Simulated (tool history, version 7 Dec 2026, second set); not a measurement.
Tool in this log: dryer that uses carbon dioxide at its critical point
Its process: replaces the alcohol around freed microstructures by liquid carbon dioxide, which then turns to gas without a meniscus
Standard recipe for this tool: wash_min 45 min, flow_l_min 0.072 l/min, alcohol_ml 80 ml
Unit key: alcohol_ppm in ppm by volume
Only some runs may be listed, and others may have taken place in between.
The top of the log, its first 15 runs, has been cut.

run	hour	wash_min	flow_l_min	alcohol_ml	alcohol_ppm
16	216.5	45	0.072	80	729
17	235.2	45	0.072	80	740
18	244.3	45	0.072	80	741
19	261.2	54	0.0636	36	298
20	271.1	31	0.072	28	1426
21	292.8	31	0.072	28	1443
22	311.6	60	0.072	80	193
23	330.2	60	0.072	80	211
24	349.1	45	0.1007	80	172
# hour 363: inlet filter changed
25	368.5	45	0.1007	80	117
26	381	32	0.095	61	547
27	399.1	63	0.095	72	78
28	408.3	39	0.0816	42	338
29	419.3	33	0.0595	80	4567
30	434.6	45	0.072	32	257
31	455.2	37	0.072	80	1407
32	471.3	48	0.0916	22	98
33	490.9	48	0.1019	76	109
34	505.2	48	0.1019	76	102

Alternative continuations, all from the tool just after run 34; predict every row:
A	518.8	29	0.0831	76	?
B	518.8	60	0.094	80	?
C	518.8	45	0.1035	80	?
D	518.8	39	0.1037	77	?

run	alcohol_ppm
A	2182
B	94
C	126
D	209
With the hidden condition removed and each run's random variation left untouched, the same runs would have given:
run	alcohol_ppm
A	1739
B	14
C	34
D	95
